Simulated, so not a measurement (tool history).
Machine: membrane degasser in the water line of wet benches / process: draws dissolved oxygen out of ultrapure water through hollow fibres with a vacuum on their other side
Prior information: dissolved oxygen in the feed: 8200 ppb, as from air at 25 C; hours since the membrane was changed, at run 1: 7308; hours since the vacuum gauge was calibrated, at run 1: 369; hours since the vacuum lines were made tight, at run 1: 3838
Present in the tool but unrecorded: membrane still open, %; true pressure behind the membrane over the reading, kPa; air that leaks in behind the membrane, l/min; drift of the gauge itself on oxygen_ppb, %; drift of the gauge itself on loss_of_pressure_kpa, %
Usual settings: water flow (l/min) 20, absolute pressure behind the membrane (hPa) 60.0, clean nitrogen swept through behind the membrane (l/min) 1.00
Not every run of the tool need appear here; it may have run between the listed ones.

run,hour,water flow (l/min),absolute pressure behind the membrane (hPa),clean nitrogen swept through behind the membrane (l/min),hours since the membrane was changed,hours since the vacuum gauge was calibrated,hours since the vacuum lines were made tight,dissolved oxygen in the water behind the degasser (ppb),pressure that the water loses in the fibres (hPa)
1,0.0,20,60.0,1.00,7308,369,3838,150.4,382.5
2,209.0,20,60.0,1.00,7517,578,4047,149.9,382.6
3,371.0,20,60.0,1.00,7679,740,4209,150.5,380.4
4,567.4,17,60.0,1.00,7876,937,4405,125.5,324.9
5,729.0,20,60.0,1.00,8037,1098,4567,151.6,381.4
6,948.0,21,60.0,1.00,8256,1317,4786,160.6,402.4
7,1086.5,20,60.0,1.00,8395,1456,4925,152.8,382.2
8,1242.3,20,60.0,1.00,8551,1612,5080,151.6,384.3
9,1350.5,20,60.0,0.59,8659,1720,5189,224.0,385.5
10,1468.1,20,60.0,0.59,8776,1837,5306,223.7,384.3
11,1668.4,20,107.4,1.00,8977,2038,5506,357.9,384.6
12,1801.0,20,107.4,1.00,9109,2170,5639,352.7,385.8
13,1891.6,20,107.4,1.00,9200,2261,5730,354.1,388.2
14,2019.4,27,93.1,0.42,9328,2389,5857,730.4,520.1
15,2194.7,20,139.7,0.75,9503,2564,6033,611.9,382.0
16,2349.6,13,130.7,0.75,9658,2719,6188,386.5,253.1
17,2545.1,13,130.7,0.75,9853,2914,6383,389.4,248.2
18,2672.2,23,60.0,2.06,9980,3042,6510,115.3,446.5
19,2815.5,23,61.1,2.06,10124,3185,6654,118.1,441.8
20,2928.8,18,61.1,0.48,10237,3298,6767,245.2,346.0
21,3067.8,18,45.6,0.41,10376,3437,6906,146.9,347.3
22,3198.5,19,126.2,0.41,10507,3568,7036,803.9,365.6
23,3355.5,18,59.1,0.41,10664,3725,7194,260.5,349.0

Some steps in dissolved oxygen in the water behind the degasser (ppb), run to run, broken into two amounts with sign: the step expected even without the hidden condition (settings, incoming material, random variation), and the rest, left for the hidden condition together with whatever gauge scatter is not in both the measured and the hidden-condition-free result:
Run 13 -> 14: water flow (l/min) 20 -> 27, absolute pressure behind the membrane (hPa) 107.4 -> 93.1, clean nitrogen swept through behind the membrane (l/min) 1.00 -> 0.42. dissolved oxygen in the water behind the degasser (ppb) +376.3: hidden state +7.1, all else +369.2.
Run 14 -> 15: water flow (l/min) 27 -> 20, absolute pressure behind the membrane (hPa) 93.1 -> 139.7, clean nitrogen swept through behind the membrane (l/min) 0.42 -> 0.75. dissolved oxygen in the water behind the degasser (ppb) -118.5: hidden state -4.9, all else -113.6.
Run 21 -> 22: water flow (l/min) 18 -> 19, absolute pressure behind the membrane (hPa) 45.6 -> 126.2. dissolved oxygen in the water behind the degasser (ppb) +657.0: hidden state -0.9, all else +657.9.
Run 22 -> 23: water flow (l/min) 19 -> 18, absolute pressure behind the membrane (hPa) 126.2 -> 59.1. dissolved oxygen in the water behind the degasser (ppb) -543.4: hidden state +1.5, all else -544.9.
